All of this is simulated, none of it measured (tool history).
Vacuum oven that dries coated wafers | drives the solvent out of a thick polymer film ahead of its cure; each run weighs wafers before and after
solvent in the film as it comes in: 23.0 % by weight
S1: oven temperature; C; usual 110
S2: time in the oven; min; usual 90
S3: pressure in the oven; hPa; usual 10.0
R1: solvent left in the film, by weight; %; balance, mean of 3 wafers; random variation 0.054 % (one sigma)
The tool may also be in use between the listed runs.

{"run": 1, "hour": 0.0, "S1": 110, "S2": 90, "S3": 10.0, "R1": 3.19}
{"run": 2, "hour": 77.7, "S1": 110, "S2": 90, "S3": 10.0, "R1": 3.29}
{"run": 3, "hour": 132.6, "S1": 110, "S2": 90, "S3": 10.0, "R1": 3.31}
{"run": 4, "hour": 196.7, "S1": 110, "S2": 90, "S3": 10.0, "R1": 3.33}
{"run": 5, "hour": 286.5, "S1": 110, "S2": 90, "S3": 10.0, "R1": 3.37}
{"run": 6, "hour": 368.6, "S1": 110, "S2": 90, "S3": 10.0, "R1": 3.51}
{"run": 7, "hour": 484.6, "S1": 110, "S2": 90, "S3": 10.0, "R1": 3.46}
{"hour": 564.9, "done": "vacuum gauge cleaned of residue and calibrated"}
{"run": 8, "hour": 564.9, "S1": 110, "S2": 90, "S3": 5.4, "R1": 2.75}
{"run": 9, "hour": 673.6, "S1": 110, "S2": 90, "S3": 5.4, "R1": 2.59}
{"run": 10, "hour": 747.6, "S1": 110, "S2": 90, "S3": 5.4, "R1": 2.82}
{"run": 11, "hour": 868.4, "S1": 110, "S2": 90, "S3": 12.8, "R1": 3.37}
{"run": 12, "hour": 928.4, "S1": 110, "S2": 90, "S3": 12.8, "R1": 3.46}
{"run": 13, "hour": 1021.5, "S1": 110, "S2": 97, "S3": 10.0, "R1": 2.87}
{"hour": 1034.7, "done": "oven's thermocouples calibrated"}
{"run": 14, "hour": 1132.8, "S1": 114, "S2": 97, "S3": 10.0, "R1": 1.28}
{"run": 15, "hour": 1193.7, "S1": 110, "S2": 90, "S3": 10.0, "R1": 2.26}
{"run": 16, "hour": 1266.1, "S1": 110, "S2": 90, "S3": 10.0, "R1": 2.34}
{"run": 17, "hour": 1396.7, "S1": 110, "S2": 55, "S3": 10.0, "R1": 4.77}
{"run": 18, "hour": 1466.0, "S1": 110, "S2": 55, "S3": 10.0, "R1": 4.82}
{"run": 19, "hour": 1557.2, "S1": 110, "S2": 55, "S3": 10.0, "R1": 4.62}
{"run": 20, "hour": 1666.7, "S1": 110, "S2": 148, "S3": 10.0, "R1": 1.11}
{"run": 21, "hour": 1790.6, "S1": 115, "S2": 90, "S3": 10.0, "R1": 1.5}
{"run": 22, "hour": 1898.0, "S1": 108, "S2": 90, "S3": 14.2, "R1": 3.49}
{"run": 23, "hour": 2018.3, "S1": 108, "S2": 90, "S3": 14.2, "R1": 3.38}
{"run": 24, "hour": 2077.3, "S1": 108, "S2": 90, "S3": 14.2, "R1": 3.41}
{"run": 25, "hour": 2151.8, "S1": 108, "S2": 90, "S3": 14.2, "R1": 3.42}
{"run": 26, "hour": 2211.6, "S1": 117, "S2": 90, "S3": 5.2, "R1": 1.07}
{"run": 27, "hour": 2300.0, "S1": 110, "S2": 105, "S3": 14.4, "R1": 2.43}
{"run": 28, "hour": 2420.2, "S1": 125, "S2": 93, "S3": 27.3, "R1": 1.39}
{"run": 29, "hour": 2537.2, "S1": 110, "S2": 47, "S3": 10.0, "R1": 6.36}
{"run": 30, "hour": 2620.5, "S1": 110, "S2": 47, "S3": 10.0, "R1": 6.47}
{"run": 31, "hour": 2731.8, "S1": 113, "S2": 90, "S3": 11.0, "R1": 2.24}
{"run": 32, "hour": 2815.0, "S1": 113, "S2": 90, "S3": 11.0, "R1": 2.36}
{"run": 33, "hour": 2922.4, "S1": 113, "S2": 85, "S3": 26.7, "R1": 3.43}
{"run": 34, "hour": 3053.9, "S1": 113, "S2": 85, "S3": 26.7, "R1": 3.61}
{"run": 35, "hour": 3156.2, "S1": 113, "S2": 85, "S3": 26.7, "R1": 3.59}
{"run": 36, "hour": 3231.7, "S1": 110, "S2": 90, "S3": 32.8, "R1": 4.72}
{"run": 37, "hour": 3362.4, "S1": 117, "S2": 76, "S3": 25.3, "R1": 2.95}
{"run": 38, "hour": 3466.3, "S1": 117, "S2": 76, "S3": 25.3, "R1": 3.03}
{"run": 39, "hour": 3557.7, "S1": 117, "S2": 76, "S3": 25.3, "R1": 3.07}

The same runs without the tool's hidden state, with the same run-to-run variation:
The hidden state here: true wafer temperature over the reading, C; true pressure over the reading, kPa; drift of the gauge itself on solvent_pct, %.
run=1 R1=2.04
run=2 R1=2.13
run=3 R1=2.11
run=4 R1=2.09
run=5 R1=2.11
run=6 R1=2.18
run=7 R1=2.07
run=8 R1=1.88
run=9 R1=1.69
run=10 R1=1.87
run=11 R1=2.32
run=12 R1=2.38
run=13 R1=1.87
run=14 R1=1.21
run=15 R1=2.17
run=16 R1=2.22
run=17 R1=4.58
run=18 R1=4.60
run=19 R1=4.36
run=20 R1=0.89
run=21 R1=1.25
run=22 R1=3.06
run=23 R1=2.90
run=24 R1=2.89
run=25 R1=2.86
run=26 R1=0.75
run=27 R1=1.91
run=28 R1=1.13
run=29 R1=5.53
run=30 R1=5.58
run=31 R1=1.61
run=32 R1=1.68
run=33 R1=2.64
run=34 R1=2.75
run=35 R1=2.70
run=36 R1=3.64
run=37 R1=2.13
run=38 R1=2.15
run=39 R1=2.18
